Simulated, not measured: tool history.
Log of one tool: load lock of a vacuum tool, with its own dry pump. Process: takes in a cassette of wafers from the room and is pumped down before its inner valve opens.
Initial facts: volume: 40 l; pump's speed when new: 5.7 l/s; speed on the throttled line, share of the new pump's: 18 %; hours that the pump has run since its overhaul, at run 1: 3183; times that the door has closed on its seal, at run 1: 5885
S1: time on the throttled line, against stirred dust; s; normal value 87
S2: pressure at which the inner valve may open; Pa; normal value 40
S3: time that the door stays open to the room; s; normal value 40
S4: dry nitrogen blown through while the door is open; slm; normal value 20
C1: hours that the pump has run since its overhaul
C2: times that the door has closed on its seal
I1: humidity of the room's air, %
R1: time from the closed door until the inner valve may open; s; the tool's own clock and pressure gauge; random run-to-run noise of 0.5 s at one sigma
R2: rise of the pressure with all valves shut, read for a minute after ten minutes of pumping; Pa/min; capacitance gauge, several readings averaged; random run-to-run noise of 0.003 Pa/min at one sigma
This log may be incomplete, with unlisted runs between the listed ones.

Run 1, hour 0: usual settings; C1 3183; C2 5885; I1 46.9. Result: R1 129 s, R2 0.074 Pa/min.
Run 2, hour 103.2: usual settings; C1 3286; C2 6002; I1 44.4. Result: R1 128.3 s, R2 0.073 Pa/min.
Run 3, hour 192.2: usual settings; C1 3375; C2 6103; I1 47.8. Result: R1 127.8 s, R2 0.077 Pa/min.
Run 4, hour 312.4: usual settings; C1 3495; C2 6239; I1 42.5. Result: R1 128.1 s, R2 0.077 Pa/min.
Run 5, hour 404.3: usual settings; C1 3587; C2 6343; I1 45.8. Result: R1 128.9 s, R2 0.081 Pa/min.
Run 6, hour 527.7: usual settings; C1 3710; C2 6483; I1 46.8. Result: R1 128.9 s, R2 0.082 Pa/min.
Run 7, hour 657.7: usual settings; C1 3840; C2 6630; I1 48.4. Result: R1 128.4 s, R2 0.088 Pa/min.
Run 8, hour 751.4: usual settings but S2 43 Pa; C1 3934; C2 6736; I1 39.3. Result: R1 128 s, R2 0.077 Pa/min.
Run 9, hour 855.5: usual settings but S3 164 s; C1 4038; C2 6854; I1 43.3. Result: R1 128.9 s, R2 0.105 Pa/min.
Run 10, hour 992.9: usual settings but S3 164 s; C1 4175; C2 7010; I1 42.9. Result: R1 127.9 s, R2 0.104 Pa/min.
Run 11, hour 1143: usual settings but S2 32 Pa; C1 4326; C2 7180; I1 42.7. Result: R1 130.5 s, R2 0.085 Pa/min.
Run 12, hour 1208.3: usual settings but S2 32 Pa, S4 10 slm; C1 4391; C2 7254; I1 45.9. Result: R1 130 s, R2 0.099 Pa/min.
Run 13, hour 1369.5: usual settings but S2 32 Pa, S4 10 slm; C1 4552; C2 7437; I1 44.1. Result: R1 130.8 s, R2 0.097 Pa/min.
Run 14, hour 1452.1: usual settings but S2 41 Pa; C1 4635; C2 7530; I1 44.1. Result: R1 128.8 s, R2 0.094 Pa/min.
Run 15, hour 1543.1: usual settings but S3 26 s; C1 4726; C2 7633; I1 40.7. Result: R1 129.3 s, R2 0.089 Pa/min.
Run 16, hour 1623.7: usual settings but S3 26 s; C1 4806; C2 7725; I1 41.6. Result: R1 128.1 s, R2 0.096 Pa/min.
Run 17, hour 1786.2: usual settings but S3 26 s; C1 4969; C2 7909; I1 43.7. Result: R1 128.7 s, R2 0.098 Pa/min.
Run 18, hour 1909.5: usual settings but S2 79 Pa, S3 26 s; C1 5092; C2 8049; I1 40. Result: R1 123.6 s, R2 0.103 Pa/min.
Run 19, hour 2014.8: usual settings but S2 79 Pa, S3 26 s; C1 5197; C2 8168; I1 47.1. Result: R1 123.9 s, R2 0.101 Pa/min.
Run 20, hour 2103.2: usual settings but S1 85 s, S3 76 s, S4 18 slm; C1 5286; C2 8268; I1 39.9. Result: R1 128 s, R2 0.113 Pa/min.
Run 21, hour 2190.6: usual settings but S1 85 s, S3 66 s, S4 40 slm; C1 5373; C2 8367; I1 43.6. Result: R1 126.4 s, R2 0.104 Pa/min.
Run 22, hour 2281.9: usual settings but S2 79 Pa; C1 5464; C2 8471; I1 43.1. Result: R1 123.5 s, R2 0.107 Pa/min.
Run 23, hour 2444.6: usual settings but S2 29 Pa, S3 196 s; C1 5627; C2 8655; I1 45.8. Result: R1 131.4 s, R2 0.132 Pa/min.
Run 24, hour 2552.2: usual settings but S1 116 s, S2 36 Pa, S3 174 s; C1 5735; C2 8777; I1 44.3. Result: R1 152.2 s, R2 0.13 Pa/min.
Run 25, hour 2637.5: usual settings but S1 58 s, S2 31 Pa, S3 174 s; C1 5820; C2 8873; I1 46.6. Result: R1 108 s, R2 0.136 Pa/min.
Run 26, hour 2756.1: usual settings but S1 58 s, S2 31 Pa, S3 174 s; C1 5939; C2 9008; I1 44.6. Result: R1 107.1 s, R2 0.132 Pa/min.
Run 27, hour 2834.7: usual settings but S1 58 s, S2 31 Pa, S3 174 s; C1 6017; C2 9097; I1 42. Result: R1 107.6 s, R2 0.139 Pa/min.
Run 28, hour 2975.3: usual settings but S1 58 s, S2 31 Pa, S3 174 s; C1 6158; C2 9256; I1 46.4. Result: R1 107.8 s, R2 0.144 Pa/min.
Run 29, hour 3128.3: usual settings but S1 58 s, S2 31 Pa, S3 203 s, S4 13 slm; C1 6311; C2 9430; I1 48.4. Result: R1 107.6 s, R2 0.158 Pa/min.
Run 30, hour 3223.5: usual settings but S1 61 s, S4 10 slm; C1 6406; C2 9537; I1 44. Result: R1 108.1 s, R2 0.129 Pa/min.
Run 31, hour 3330.5: usual settings but S1 61 s, S2 36 Pa; C1 6513; C2 9659; I1 46.3. Result: R1 109.3 s, R2 0.132 Pa/min.
Run 32, hour 3481.8: usual settings but S1 56 s, S2 75 Pa, S3 71 s, S4 22 slm; C1 6664; C2 9830; I1 43.3. Result: R1 99.5 s, R2 0.134 Pa/min.
Run 33, hour 3562.5: usual settings but S1 56 s, S2 75 Pa, S3 71 s, S4 22 slm; C1 6745; C2 9921; I1 45.3. Result: R1 99.6 s, R2 0.136 Pa/min.
Run 34, hour 3684.7: usual settings but S1 56 s, S2 75 Pa, S3 71 s, S4 22 slm; C1 6867; C2 10060; I1 47.3. Result: R1 99.6 s, R2 0.145 Pa/min.
Run 35, hour 3761.7: usual settings but S1 56 s, S2 75 Pa, S3 71 s, S4 22 slm; C1 6944; C2 10147; I1 39.3. Result: R1 99.2 s, R2 0.135 Pa/min.
Run 36, hour 3900.4: usual settings but S1 53 s, S2 36 Pa, S3 41 s, S4 22 slm; C1 7083; C2 10304; I1 46.9. Result: R1 102.1 s, R2 0.134 Pa/min.
Run 37, hour 4003: usual settings but S1 101 s, S3 32 s; C1 7186; C2 10421; I1 43.2. Result: R1 140.3 s, R2 0.138 Pa/min.

Below, each run's measurement less what the same run would have read without the hidden state. Both values contain the same run-to-run variation, but the gauge's scatter may not be the same in both:
Unlogged tool condition in this case: pump's speed, % of a new pump's; leak at the door's seal, Pa l/s; drift of the gauge itself on ready_s, %; drift of the gauge itself on rise_pa_min, %.
run    R1      R2
  1  +1.4  +0.051
  2  +1.5  +0.052
  3  +1.5  +0.055
  4  +1.5  +0.055
  5  +1.5  +0.057
  6  +1.5  +0.058
  7  +1.6   +0.06
  8  +1.6  +0.062
  9  +1.6  +0.065
 10  +1.7  +0.066
 11  +1.8  +0.067
 12  +1.8  +0.069
 13  +1.9  +0.071
 14  +1.8  +0.072
 15  +1.9  +0.074
 16  +1.9  +0.076
 17  +1.9  +0.077
 18  +1.7  +0.079
 19  +1.8  +0.083
 20    +2  +0.084
 21  +2.1  +0.085
 22  +1.7  +0.085
 23  +2.2  +0.088
 24  +1.8   +0.09
 25  +2.7  +0.094
 26  +2.7  +0.094
 27  +2.8  +0.097
 28  +2.8  +0.096
 29  +2.8  +0.102
 30  +2.6  +0.102
 31  +2.7  +0.105
 32  +2.5  +0.109
 33  +2.5  +0.109
 34  +2.5  +0.113
 35  +2.5   +0.11
 36  +2.9  +0.116
 37  +2.4  +0.117

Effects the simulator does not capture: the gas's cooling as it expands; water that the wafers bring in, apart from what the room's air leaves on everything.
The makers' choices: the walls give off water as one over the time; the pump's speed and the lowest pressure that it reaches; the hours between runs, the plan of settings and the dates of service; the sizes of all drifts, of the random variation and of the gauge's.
